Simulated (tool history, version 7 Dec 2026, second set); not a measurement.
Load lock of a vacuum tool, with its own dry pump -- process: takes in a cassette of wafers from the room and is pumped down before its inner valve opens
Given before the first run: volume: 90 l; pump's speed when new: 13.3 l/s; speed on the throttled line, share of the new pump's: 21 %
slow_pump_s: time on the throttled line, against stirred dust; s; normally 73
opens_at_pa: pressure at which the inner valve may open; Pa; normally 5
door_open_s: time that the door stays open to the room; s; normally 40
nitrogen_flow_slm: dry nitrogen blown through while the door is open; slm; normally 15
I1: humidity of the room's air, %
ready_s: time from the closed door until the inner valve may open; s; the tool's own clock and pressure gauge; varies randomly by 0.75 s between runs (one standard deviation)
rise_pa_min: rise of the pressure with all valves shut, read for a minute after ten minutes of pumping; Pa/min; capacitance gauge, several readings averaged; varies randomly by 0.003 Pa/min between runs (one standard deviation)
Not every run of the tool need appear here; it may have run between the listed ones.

Run 1, hour 0.0: usual settings; I1 44.9. Result: ready_s 130.7 s, rise_pa_min 0.079 Pa/min.
Run 2, hour 229.8: usual settings but door_open_s 87 s; I1 45.6. Result: ready_s 133.2 s, rise_pa_min 0.099 Pa/min.
Run 3, hour 511.6: usual settings but door_open_s 87 s; I1 45.1. Result: ready_s 131.2 s, rise_pa_min 0.106 Pa/min.
Run 4, hour 680.1: usual settings but opens_at_pa 9 Pa; I1 44.9. Result: ready_s 127.6 s, rise_pa_min 0.091 Pa/min.
Run 5, hour 1038.5: usual settings but opens_at_pa 9 Pa; I1 43.0. Result: ready_s 127.4 s, rise_pa_min 0.079 Pa/min.
Run 6, hour 1205.4: usual settings but opens_at_pa 9 Pa; I1 44.5. Result: ready_s 127.2 s, rise_pa_min 0.092 Pa/min.
Run 7, hour 1581.3: usual settings; I1 41.1. Result: ready_s 133.4 s, rise_pa_min 0.094 Pa/min.
Run 8, hour 1786.8: usual settings but door_open_s 186 s; I1 47.8. Result: ready_s 133.7 s, rise_pa_min 0.150 Pa/min.
Run 9, hour 1955.4: usual settings but door_open_s 186 s; I1 44.1. Result: ready_s 133.8 s, rise_pa_min 0.145 Pa/min.
Run 10, hour 2189.3: usual settings but door_open_s 186 s; I1 43.8. Result: ready_s 134.0 s, rise_pa_min 0.143 Pa/min.

Run 11, settings as shown, results not yet in. Your forecast:
Run 11, hour 2520.4: usual settings but door_open_s 186 s; I1 44.4. Result: ready_s ?, rise_pa_min ?.

{"run 11": {"ready_s": 135.1, "rise_pa_min": 0.151}}
With the hidden condition absent and the run-to-run variation left alone, this run would have shown ready_s 126.3 s, rise_pa_min 0.084 Pa/min.
